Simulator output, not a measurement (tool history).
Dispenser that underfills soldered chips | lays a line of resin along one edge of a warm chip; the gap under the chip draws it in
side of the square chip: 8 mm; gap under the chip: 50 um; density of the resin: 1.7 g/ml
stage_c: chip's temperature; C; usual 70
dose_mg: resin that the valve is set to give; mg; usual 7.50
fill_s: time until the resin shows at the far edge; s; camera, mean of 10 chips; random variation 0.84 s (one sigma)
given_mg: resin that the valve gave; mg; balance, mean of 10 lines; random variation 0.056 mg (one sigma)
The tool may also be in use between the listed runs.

{"run": 1, "hour": 0.0, "stage_c": 70, "dose_mg": 7.5, "fill_s": 104.0, "given_mg": 7.17}
{"run": 2, "hour": 2.3, "stage_c": 70, "dose_mg": 7.5, "fill_s": 112.4, "given_mg": 7.11}
{"hour": 3.8, "done": "new syringe of resin"}
{"run": 3, "hour": 5.2, "stage_c": 70, "dose_mg": 7.5, "fill_s": 82.4, "given_mg": 7.24}
{"run": 4, "hour": 9.3, "stage_c": 70, "dose_mg": 7.5, "fill_s": 89.8, "given_mg": 7.17}
{"run": 5, "hour": 13.6, "stage_c": 70, "dose_mg": 6.88, "fill_s": 106.4, "given_mg": 6.54}
{"run": 6, "hour": 17.1, "stage_c": 70, "dose_mg": 6.88, "fill_s": 114.7, "given_mg": 6.55}
{"hour": 18.4, "done": "new syringe of resin"}
{"run": 7, "hour": 20.6, "stage_c": 61, "dose_mg": 6.88, "fill_s": 124.6, "given_mg": 6.51}
{"run": 8, "hour": 23.9, "stage_c": 61, "dose_mg": 6.88, "fill_s": 135.7, "given_mg": 6.49}
{"run": 9, "hour": 27.8, "stage_c": 61, "dose_mg": 6.88, "fill_s": 150.2, "given_mg": 6.52}
{"run": 10, "hour": 32.0, "stage_c": 61, "dose_mg": 6.88, "fill_s": 168.2, "given_mg": 6.56}
{"hour": 33.0, "done": "new syringe of resin"}
{"run": 11, "hour": 35.0, "stage_c": 81, "dose_mg": 8.13, "fill_s": 54.6, "given_mg": 7.68}
{"run": 12, "hour": 37.3, "stage_c": 74, "dose_mg": 7.5, "fill_s": 73.8, "given_mg": 7.03}
{"run": 13, "hour": 42.3, "stage_c": 74, "dose_mg": 7.5, "fill_s": 85.9, "given_mg": 7.03}
{"run": 14, "hour": 44.7, "stage_c": 74, "dose_mg": 7.5, "fill_s": 89.4, "given_mg": 7.0}
{"hour": 47.7, "done": "new syringe of resin"}
{"run": 15, "hour": 49.5, "stage_c": 75, "dose_mg": 6.56, "fill_s": 72.4, "given_mg": 6.18}
{"run": 16, "hour": 54.4, "stage_c": 66, "dose_mg": 7.45, "fill_s": 111.2, "given_mg": 6.99}
{"run": 17, "hour": 59.0, "stage_c": 65, "dose_mg": 8.22, "fill_s": 123.9, "given_mg": 7.65}

Some steps in fill_s between neighbouring runs. How much of each would the tool show without its hidden state too (settings, what came in, random variation), and how much is left for the hidden state, with any gauge scatter that isn't in both results?
The hidden state here: resin's viscosity, % of fresh resin's; dose that the valve gives, % of what is set; true chip temperature over the reading, C; drift of the gauge itself on fill_s, %; drift of the gauge itself on given_mg, %.
Run 10 -> 11: stage_c 61 -> 81, dose_mg 6.88 -> 8.13, new syringe of resin. fill_s -113.6 s: hidden state -50.8, all else -62.8.
